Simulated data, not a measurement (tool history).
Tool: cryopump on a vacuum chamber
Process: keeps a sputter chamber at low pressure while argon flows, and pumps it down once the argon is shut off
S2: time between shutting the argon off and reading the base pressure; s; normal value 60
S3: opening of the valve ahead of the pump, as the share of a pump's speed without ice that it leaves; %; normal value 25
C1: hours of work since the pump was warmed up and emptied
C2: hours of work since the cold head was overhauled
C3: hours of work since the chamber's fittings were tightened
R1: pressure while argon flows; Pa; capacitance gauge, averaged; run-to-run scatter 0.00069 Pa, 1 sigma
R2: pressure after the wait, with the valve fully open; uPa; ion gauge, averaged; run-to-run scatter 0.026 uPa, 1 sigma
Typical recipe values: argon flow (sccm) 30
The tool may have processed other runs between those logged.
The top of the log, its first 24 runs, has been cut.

Run 25, hour 756.2: usual settings but argon flow (sccm) 20; C1 621; C2 1719; C3 1505. Result: R1 0.0830 Pa, R2 1.76 uPa.
Run 26, hour 777.2: usual settings but argon flow (sccm) 47, S2 73 s; C1 636; C2 1733; C3 1519. Result: R1 0.1950 Pa, R2 1.52 uPa.
Run 27, hour 803.7: usual settings but argon flow (sccm) 47, S2 73 s; C1 654; C2 1751; C3 1537. Result: R1 0.1942 Pa, R2 1.53 uPa.
Run 28, hour 828.6: usual settings but argon flow (sccm) 20, S3 57 %; C1 671; C2 1768; C3 1554. Result: R1 0.0384 Pa, R2 1.72 uPa.
Run 29, hour 863.3: usual settings but S2 28 s; C1 695; C2 1792; C3 1578. Result: R1 0.1262 Pa, R2 2.76 uPa.
Run 30, hour 892.0: usual settings but argon flow (sccm) 16, S2 28 s; C1 714; C2 1811; C3 1598. Result: R1 0.0674 Pa, R2 2.71 uPa.
Run 31, hour 929.8: usual settings but argon flow (sccm) 16, S2 28 s; C1 740; C2 1837; C3 1623. Result: R1 0.0672 Pa, R2 2.74 uPa.
Run 32, hour 951.4: usual settings but argon flow (sccm) 54, S3 19 %; C1 755; C2 1852; C3 1638. Result: R1 0.2947 Pa, R2 1.77 uPa.
Run 33, hour 982.0: usual settings but argon flow (sccm) 16, S2 57 s; C1 776; C2 1873; C3 1659. Result: R1 0.0673 Pa, R2 1.83 uPa.
Run 34, hour 1011.5: usual settings but S2 58 s, S3 20 %; C1 796; C2 1893; C3 1679. Result: R1 0.1563 Pa, R2 1.81 uPa.

Alternative continuations, all from the tool just after run 34; predict every row:
Run A, hour 1058.2: usual settings but S2 84 s; C1 828; C2 1925; C3 1711. Result: R1 ?, R2 ?.
Run B, hour 1058.2: usual settings but argon flow (sccm) 14, S2 29 s, S3 35 %; C1 828; C2 1925; C3 1711. Result: R1 ?, R2 ?.
Run C, hour 1058.2: usual settings but argon flow (sccm) 15; C1 828; C2 1925; C3 1711. Result: R1 ?, R2 ?.
Run D, hour 1058.2: usual settings but argon flow (sccm) 43, S2 58 s, S3 49 %; C1 828; C2 1925; C3 1711. Result: R1 ?, R2 ?.

run      R1    R2
  A  0.1263  1.56
  B  0.0433  2.76
  C  0.0624  1.82
  D  0.0977  1.83
Had the tool no hidden state, the same runs would have come out as:
run      R1    R2
  A  0.1199  0.84
  B  0.0404  2.08
  C  0.0592  1.11
  D  0.0886  1.12
